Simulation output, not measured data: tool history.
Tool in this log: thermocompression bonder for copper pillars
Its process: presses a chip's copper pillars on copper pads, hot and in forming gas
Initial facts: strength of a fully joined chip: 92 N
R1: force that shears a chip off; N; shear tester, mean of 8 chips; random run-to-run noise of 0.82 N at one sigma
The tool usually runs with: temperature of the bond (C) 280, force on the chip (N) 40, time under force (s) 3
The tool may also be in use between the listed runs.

{"run": 1, "hour": 0.0, "temperature of the bond (C)": 280, "force on the chip (N)": 40, "time under force (s)": 3, "R1": 64.8}
{"run": 2, "hour": 8.5, "temperature of the bond (C)": 280, "force on the chip (N)": 40, "time under force (s)": 3, "R1": 64.9}
{"run": 3, "hour": 19.7, "temperature of the bond (C)": 280, "force on the chip (N)": 40, "time under force (s)": 3, "R1": 66.1}
{"run": 4, "hour": 28.1, "temperature of the bond (C)": 280, "force on the chip (N)": 40, "time under force (s)": 2, "R1": 58.9}
{"run": 5, "hour": 38.6, "temperature of the bond (C)": 280, "force on the chip (N)": 40, "time under force (s)": 3, "R1": 65.2}
{"run": 6, "hour": 51.4, "temperature of the bond (C)": 280, "force on the chip (N)": 40, "time under force (s)": 3, "R1": 66.7}

Run 7, settings as shown, results not yet in. Your forecast:
{"run": 7, "hour": 59.9, "temperature of the bond (C)": 269, "force on the chip (N)": 52, "time under force (s)": 3, "R1": "?"}

{"run 7": {"R1": 67.2}}
On a tool with no hidden condition, and with the same random variation, this run would have come out at R1 67.1 N.
